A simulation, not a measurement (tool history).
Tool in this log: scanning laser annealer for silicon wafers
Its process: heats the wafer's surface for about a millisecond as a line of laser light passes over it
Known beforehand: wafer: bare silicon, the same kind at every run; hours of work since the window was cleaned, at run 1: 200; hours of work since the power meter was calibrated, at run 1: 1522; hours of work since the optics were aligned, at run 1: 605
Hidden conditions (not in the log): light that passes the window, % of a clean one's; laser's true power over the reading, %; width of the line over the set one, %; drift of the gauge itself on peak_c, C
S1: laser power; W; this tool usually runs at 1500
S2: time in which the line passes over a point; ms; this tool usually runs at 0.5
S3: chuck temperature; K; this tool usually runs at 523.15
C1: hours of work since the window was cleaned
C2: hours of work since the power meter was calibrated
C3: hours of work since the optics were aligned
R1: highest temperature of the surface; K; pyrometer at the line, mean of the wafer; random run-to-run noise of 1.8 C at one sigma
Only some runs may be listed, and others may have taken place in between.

run,hour,S1,S2,S3,C1,C2,C3,R1
1,0,1500,0.5,523.15,200,1522,605,1245.15
2,46.7,1500,0.548,523.15,226,1547,630,1277.15
3,99.2,1500,0.5,523.15,254,1576,658,1238.15
4,155.8,1500,0.5,523.15,285,1606,689,1237.15
5,201.9,1500,0.5,512.15,310,1631,714,1227.15
6,237.3,1500,0.5,525.15,329,1651,733,1238.15
7,295,1500,0.5,523.15,361,1682,765,1235.15
8,362.5,1500,0.5,537.15,397,1719,801,1251.15
9,407.7,1500,0.5,537.15,422,1743,826,1251.15
10,468.2,1500,0.5,523.15,455,1776,859,1238.15
11,520.6,1500,0.5,523.15,483,1804,887,1235.15
12,584.8,1500,0.5,500.15,518,1839,922,1209.15
13,654.4,1500,0.5,500.15,556,1877,960,1214.15
14,685.1,1500,0.5,500.15,572,1894,976,1211.15
15,727.9,1500,0.5,500.15,596,1917,1000,1211.15
16,759.1,1500,0.5,500.15,612,1934,1017,1210.15
17,825.8,1500,0.5,500.15,649,1970,1053,1212.15
18,891.6,1500,0.457,523.15,684,2006,1089,1194.15
19,934.7,1319,0.5,523.15,708,2029,1112,1151.15
20,983.3,1500,0.5,523.15,734,2056,1138,1231.15
21,1043.8,1500,0.5,523.15,767,2088,1171,1232.15
22,1114.5,1430,0.58,495.15,805,2127,1210,1232.15
23,1150.2,1300,0.58,495.15,825,2146,1229,1167.15
24,1220.9,1300,0.58,495.15,863,2185,1267,1167.15
25,1284.3,1300,0.58,495.15,898,2219,1302,1163.15
26,1351.4,1300,0.58,495.15,934,2255,1338,1164.15
# hour 1393.1: window over the wafer cleaned
27,1399.8,1506,0.561,505.15,4,2281,1363,1274.15
28,1460.2,1566,0.423,535.15,36,2313,1396,1209.15
29,1520.3,1338,0.397,530.15,69,2346,1429,1087.15
30,1568.1,1489,0.535,530.15,95,2372,1455,1265.15
31,1597.9,1566,0.515,523.15,111,2388,1471,1280.15
32,1644.3,1300,0.5,499.15,136,2413,1496,1119.15
33,1689.1,1300,0.5,499.15,161,2438,1520,1117.15
34,1743.6,1300,0.5,499.15,190,2467,1550,1119.15
35,1778.2,1421,0.351,499.15,209,2486,1569,1047.15
36,1837.3,1524,0.363,485.15,241,2518,1601,1083.15
# hour 1869.7: optics aligned, line set to its width
37,1912.6,1524,0.363,485.15,279,2556,23,1083.15
38,1942.4,1486,0.464,542.15,295,2573,39,1219.15
39,1988.5,1638,0.359,547.15,321,2598,65,1185.15
40,2023.4,1329,0.399,561.15,339,2616,83,1111.15
41,2055.5,1329,0.399,561.15,357,2634,101,1113.15
42,2095.9,1329,0.399,561.15,379,2656,123,1115.15

Measured result minus the same run's result without the hidden state. Both carry the same run-to-run variation, though not necessarily the same gauge scatter:
run,R1
1,-8
2,-10
3,-10
4,-10
5,-10
6,-11
7,-11
8,-13
9,-13
10,-13
11,-14
12,-14
13,-15
14,-15
15,-16
16,-16
17,-16
18,-16
19,-16
20,-18
21,-18
22,-20
23,-18
24,-19
25,-19
26,-20
27,-11
28,-10
29,-9
30,-13
31,-13
32,-11
33,-12
34,-12
35,-10
36,-12
37,-10
38,-12
39,-11
40,-10
41,-10
42,-10
